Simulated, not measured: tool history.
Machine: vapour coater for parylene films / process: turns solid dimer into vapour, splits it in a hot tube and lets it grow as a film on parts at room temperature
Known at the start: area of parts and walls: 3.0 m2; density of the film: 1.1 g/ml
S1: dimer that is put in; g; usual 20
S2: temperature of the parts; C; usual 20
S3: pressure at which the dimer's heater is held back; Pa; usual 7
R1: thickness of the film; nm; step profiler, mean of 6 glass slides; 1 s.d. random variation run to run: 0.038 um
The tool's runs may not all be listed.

run,day,S1,S2,S3,R1
1,0,20,20,7,4050
2,2.283,20,16,7,4620
3,3.946,20,16,7,4620
4,5.225,20,16,7,4520
5,7.292,13,20,7,2620
6,9.792,13,20,7,2610
7,12.125,20,20,10.81,3790
8,13.479,20,20,10.81,3690
9,15.558,20,20,10.41,3780
10,16.896,20,20,10.41,3730
11,19.217,20,24,10.41,3290
12,21.058,20,24,10.41,3260
13,23.188,20,24,10.41,3350
14,25.312,20,20,7,3950
15,27.208,20,31,7,2840
16,28.679,20,31,7,2800
17,31.262,20,31,7,2810
18,32.662,20,31,7,2820
19,34.338,20,27,7,3160
20,36.808,25,27,7,4020
21,38.796,25,27,7,4010
22,41.175,23,20,7,4670
23,43.525,23,20,7,4520
# day 43.896: trap's valve overhauled
24,45.667,23,20,7,4560
25,47.492,23,28,5.32,3800
26,50.088,32,12,7,8290
27,52.45,32,12,7,8150
28,53.688,32,12,7,8300
29,54.829,32,12,7,8150
30,57.154,9,15,2.57,2520
31,59.625,9,15,2.57,2540
32,61.675,9,15,2.57,2540
33,64.05,22,31,2.57,3790
34,65.533,22,26,2.57,4460
35,67.942,27,26,4.3,4930
36,69.442,10,20,2.13,2500
37,71.408,19,20,2.81,4550
38,73.15,19,20,2.81,4570
39,74.721,29,14,7,6970
40,76.675,26,20,3.55,5870
41,78.104,26,20,3.55,5870
42,79.662,21,31,11.65,2680
43,81.917,21,31,11.65,2680
44,83.05,13,20,3.02,3080
45,84.662,20,12,4.12,5770
46,86.983,14,23,7.05,2560

Branching from run 46: 3 alternative next runs. What would each branch give?
A,89.25,20,20,8.54,?
B,89.25,10,23,7.05,?
C,89.25,16,28,7,?

run,R1
A,3890
B,1790
C,2460
Stripped of hidden state, with their random variation kept, the same runs would have yielded:
run,R1
A,3900
B,1800
C,2480
